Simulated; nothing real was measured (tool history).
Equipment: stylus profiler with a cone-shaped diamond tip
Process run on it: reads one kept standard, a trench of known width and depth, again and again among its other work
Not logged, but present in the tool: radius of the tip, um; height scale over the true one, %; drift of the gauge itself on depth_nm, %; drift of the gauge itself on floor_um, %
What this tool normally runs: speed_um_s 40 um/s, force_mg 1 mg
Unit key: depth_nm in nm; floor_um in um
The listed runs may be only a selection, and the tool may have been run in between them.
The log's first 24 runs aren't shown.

run,day,speed_um_s,force_mg,scans with this tip,hours of work since the height scale was calibrated,depth_nm,floor_um
25,10.275,22,1,2290,183,200.66,47.64
26,10.767,12,0.92,2368,189,200.69,47.73
27,11.238,20,0.5,2443,195,200.42,47.57
28,11.512,35,0.91,2486,198,200.44,47.47
29,11.979,42,1.71,2560,204,200.85,47.54
30,12.3,16,0.45,2610,208,200.29,47.62
31,12.638,16,0.45,2664,212,200.41,47.61
32,13.042,98,0.85,2728,218,200.52,46.75
33,13.692,30,1.26,2831,226,200.61,47.6
34,14.05,13,1,2887,230,200.31,47.75
35,14.342,20,1,2933,234,200.4,47.69
36,14.629,57,2.26,2979,238,201.09,47.47
37,15.025,57,2.26,3042,243,201.07,47.46
38,15.358,57,2.26,3094,247,201.06,47.47
39,15.808,57,2.26,3165,253,201.01,47.45
40,16.225,19,0.48,3231,258,200.29,47.55
41,16.6,25,0.4,3291,263,200.18,47.43
42,17.046,25,0.4,3361,268,200.12,47.38
43,17.388,25,0.4,3415,272,200.19,47.44
44,17.667,25,0.4,3459,276,200.16,47.45
45,18.046,25,2.94,3520,281,201.16,47.75
46,18.612,123,0.36,3609,288,200.17,45.7
47,18.921,23,0.35,3658,292,200.08,47.47

Branching from run 47: 4 alternative next runs. What would each branch give?
A,19.267,40,0.36,3713,296,?,?
B,19.267,23,1.78,3713,296,?,?
C,19.267,105,0.49,3713,296,?,?
D,19.267,40,1.02,3713,296,?,?

run,depth_nm,floor_um
A,200.19,47.14
B,200.78,47.69
C,200.28,46.34
D,200.41,47.43
Take away the tool's hidden state, keep each run's random variation, and the runs would have read:
run,depth_nm,floor_um
A,200.33,47.36
B,200.92,47.92
C,200.42,46.57
D,200.55,47.66
